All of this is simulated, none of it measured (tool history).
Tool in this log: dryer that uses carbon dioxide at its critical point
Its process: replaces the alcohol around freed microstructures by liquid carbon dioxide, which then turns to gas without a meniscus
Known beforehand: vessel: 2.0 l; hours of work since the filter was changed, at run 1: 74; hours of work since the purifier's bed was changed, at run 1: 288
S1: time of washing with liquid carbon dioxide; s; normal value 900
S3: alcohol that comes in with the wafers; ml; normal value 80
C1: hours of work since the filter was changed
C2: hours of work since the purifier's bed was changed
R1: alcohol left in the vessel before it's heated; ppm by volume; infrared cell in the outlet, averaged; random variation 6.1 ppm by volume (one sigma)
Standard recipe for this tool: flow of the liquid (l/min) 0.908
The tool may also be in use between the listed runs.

{"run": 1, "hour": 0.0, "S1": 900, "flow of the liquid (l/min)": 0.908, "S3": 80, "C1": 74, "C2": 288, "R1": 411}
{"run": 2, "hour": 44.4, "S1": 900, "flow of the liquid (l/min)": 0.908, "S3": 80, "C1": 97, "C2": 311, "R1": 428}
{"run": 3, "hour": 67.4, "S1": 900, "flow of the liquid (l/min)": 1.235, "S3": 80, "C1": 109, "C2": 324, "R1": 196}
{"run": 4, "hour": 90.7, "S1": 660, "flow of the liquid (l/min)": 0.908, "S3": 80, "C1": 122, "C2": 336, "R1": 1357}
{"run": 5, "hour": 136.5, "S1": 900, "flow of the liquid (l/min)": 0.908, "S3": 80, "C1": 146, "C2": 360, "R1": 521}
{"run": 6, "hour": 173.6, "S1": 900, "flow of the liquid (l/min)": 0.908, "S3": 80, "C1": 165, "C2": 380, "R1": 558}
{"run": 7, "hour": 216.2, "S1": 900, "flow of the liquid (l/min)": 0.908, "S3": 80, "C1": 188, "C2": 402, "R1": 598}
{"run": 8, "hour": 260.8, "S1": 960, "flow of the liquid (l/min)": 0.908, "S3": 80, "C1": 211, "C2": 425, "R1": 507}
{"run": 9, "hour": 297.1, "S1": 660, "flow of the liquid (l/min)": 0.908, "S3": 80, "C1": 230, "C2": 445, "R1": 1757}
{"hour": 324.1, "done": "inlet filter changed"}
{"run": 10, "hour": 333.4, "S1": 660, "flow of the liquid (l/min)": 0.908, "S3": 80, "C1": 5, "C2": 463, "R1": 1092}
{"run": 11, "hour": 369.8, "S1": 900, "flow of the liquid (l/min)": 1.327, "S3": 80, "C1": 24, "C2": 482, "R1": 226}
{"run": 12, "hour": 392.1, "S1": 900, "flow of the liquid (l/min)": 0.908, "S3": 80, "C1": 36, "C2": 494, "R1": 483}
{"run": 13, "hour": 422.3, "S1": 900, "flow of the liquid (l/min)": 1.147, "S3": 80, "C1": 52, "C2": 510, "R1": 294}
{"run": 14, "hour": 463.7, "S1": 600, "flow of the liquid (l/min)": 0.908, "S3": 80, "C1": 74, "C2": 532, "R1": 1744}
{"hour": 490.5, "done": "purifier's bed changed"}
{"run": 15, "hour": 490.5, "S1": 900, "flow of the liquid (l/min)": 0.789, "S3": 56, "C1": 86, "C2": 0, "R1": 397}
{"run": 16, "hour": 516.0, "S1": 1440, "flow of the liquid (l/min)": 0.857, "S3": 99, "C1": 100, "C2": 13, "R1": 47}
{"run": 17, "hour": 561.9, "S1": 1260, "flow of the liquid (l/min)": 0.908, "S3": 80, "C1": 124, "C2": 38, "R1": 81}
{"run": 18, "hour": 608.0, "S1": 1260, "flow of the liquid (l/min)": 0.908, "S3": 80, "C1": 148, "C2": 62, "R1": 90}
{"run": 19, "hour": 644.4, "S1": 540, "flow of the liquid (l/min)": 0.874, "S3": 74, "C1": 167, "C2": 81, "R1": 2626}
{"run": 20, "hour": 678.1, "S1": 780, "flow of the liquid (l/min)": 1.024, "S3": 80, "C1": 185, "C2": 99, "R1": 536}
{"run": 21, "hour": 717.5, "S1": 540, "flow of the liquid (l/min)": 1.024, "S3": 27, "C1": 206, "C2": 120, "R1": 742}
{"run": 22, "hour": 759.7, "S1": 780, "flow of the liquid (l/min)": 0.908, "S3": 50, "C1": 228, "C2": 142, "R1": 627}
{"hour": 790.8, "done": "inlet filter changed"}
{"run": 23, "hour": 795.2, "S1": 780, "flow of the liquid (l/min)": 0.908, "S3": 50, "C1": 2, "C2": 160, "R1": 365}
{"run": 24, "hour": 817.1, "S1": 900, "flow of the liquid (l/min)": 0.908, "S3": 38, "C1": 14, "C2": 172, "R1": 187}
{"run": 25, "hour": 850.3, "S1": 900, "flow of the liquid (l/min)": 0.908, "S3": 38, "C1": 31, "C2": 189, "R1": 209}
{"run": 26, "hour": 879.8, "S1": 900, "flow of the liquid (l/min)": 0.908, "S3": 38, "C1": 47, "C2": 205, "R1": 214}
{"run": 27, "hour": 924.2, "S1": 900, "flow of the liquid (l/min)": 0.908, "S3": 78, "C1": 70, "C2": 228, "R1": 387}

For each entry between runs, how does the tool's hidden state at the last listed run before it compare with that at the first listed run after it?
Between runs 9 and 10: inlet filter changed (hour 324.1)
  flow that reaches the vessel past the clogged filter, %: 85 -> 98.8; alcohol in the recycled carbon dioxide, ppm: 184.4 -> 191.9
  measured value less the no-hidden-state value, R1: +860 -> +223 ppm by volume
Between runs 14 and 15: purifier's bed changed (hour 490.5)
  flow that reaches the vessel past the clogged filter, %: 94.5 -> 93.7; alcohol in the recycled carbon dioxide, ppm: 221.8 -> 6.4
  measured value less the no-hidden-state value, R1: +480 -> +101 ppm by volume
Between runs 22 and 23: inlet filter changed (hour 790.8)
  flow that reaches the vessel past the clogged filter, %: 84.2 -> 99.8; alcohol in the recycled carbon dioxide, ppm: 66.1 -> 74
  measured value less the no-hidden-state value, R1: +346 -> +73 ppm by volume

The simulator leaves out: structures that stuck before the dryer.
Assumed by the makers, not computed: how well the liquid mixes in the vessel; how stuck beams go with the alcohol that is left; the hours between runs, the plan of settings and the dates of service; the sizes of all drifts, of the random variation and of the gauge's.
